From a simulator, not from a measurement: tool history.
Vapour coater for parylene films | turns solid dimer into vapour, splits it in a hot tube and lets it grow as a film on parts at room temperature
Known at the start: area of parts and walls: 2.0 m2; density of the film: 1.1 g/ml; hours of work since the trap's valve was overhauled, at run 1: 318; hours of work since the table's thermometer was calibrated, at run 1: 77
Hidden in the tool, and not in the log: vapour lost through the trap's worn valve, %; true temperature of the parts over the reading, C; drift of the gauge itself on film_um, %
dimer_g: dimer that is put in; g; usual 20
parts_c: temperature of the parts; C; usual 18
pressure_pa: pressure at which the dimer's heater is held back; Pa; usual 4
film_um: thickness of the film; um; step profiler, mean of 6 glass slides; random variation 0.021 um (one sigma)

| run | hour | dimer_g | parts_c | pressure_pa | hours of work since the trap's valve was overhauled | hours of work since the table's thermometer was calibrated | film_um |
|---|---|---|---|---|---|---|---|
| 1 | 0 | 20 | 18 | 4 | 318 | 77 | 4.72 |
| 2 | 11.3 | 20 | 18 | 4 | 325 | 84 | 4.72 |
| 3 | 28.8 | 20 | 18 | 4 | 336 | 95 | 4.7 |
| 4 | 50.7 | 20 | 18 | 4 | 349 | 108 | 4.71 |
| 5 | 71.3 | 20 | 18 | 4 | 362 | 121 | 4.72 |
| 6 | 83.3 | 20 | 26 | 4 | 369 | 128 | 3.98 |
| 7 | 100 | 20 | 18 | 4 | 379 | 138 | 4.71 |
|  | 106.3 | trap's valve overhauled |
| 8 | 123.6 | 20 | 18 | 4 | 11 | 150 | 4.64 |
| 9 | 139 | 13 | 18 | 4 | 20 | 160 | 3.01 |
| 10 | 152.3 | 13 | 18 | 4 | 28 | 168 | 3.02 |
| 11 | 171.8 | 13 | 18 | 4 | 40 | 180 | 3.02 |
| 12 | 194.3 | 31 | 20 | 3.51 | 54 | 193 | 6.95 |
| 13 | 217.6 | 20 | 13 | 10.46 | 68 | 208 | 4.67 |
| 14 | 232.6 | 16 | 22 | 10.46 | 77 | 217 | 3.07 |
|  | 237.8 | trap's valve overhauled, once more |
| 15 | 250 | 16 | 22 | 10.46 | 7 | 225 | 3.26 |
| 16 | 270 | 17 | 10 | 2.53 | 20 | 237 | 5.02 |
| 17 | 291.6 | 17 | 10 | 2.53 | 33 | 250 | 5.04 |
| 18 | 306.5 | 8 | 13 | 7.12 | 42 | 260 | 2.04 |
| 19 | 321.1 | 12 | 12 | 4 | 51 | 268 | 3.27 |

5 ways to go on from here, each from the tool as it stands after run 19. What would each give?
| A | 339.8 | 13 | 12 | 4 | 62 | 280 | ? |
| B | 339.8 | 22 | 29 | 4 | 62 | 280 | ? |
| C | 339.8 | 14 | 13 | 5.17 | 62 | 280 | ? |
| D | 339.8 | 12 | 21 | 4 | 62 | 280 | ? |
| E | 339.8 | 19 | 16 | 2.09 | 62 | 280 | ? |

| run | film_um |
|---|---|
| A | 3.55 |
| B | 4.26 |
| C | 3.66 |
| D | 2.7 |
| E | 5.06 |
Without the tool's hidden state the same runs would have given:
| run | film_um |
|---|---|
| A | 3.61 |
| B | 4.33 |
| C | 3.72 |
| D | 2.74 |
| E | 5.15 |
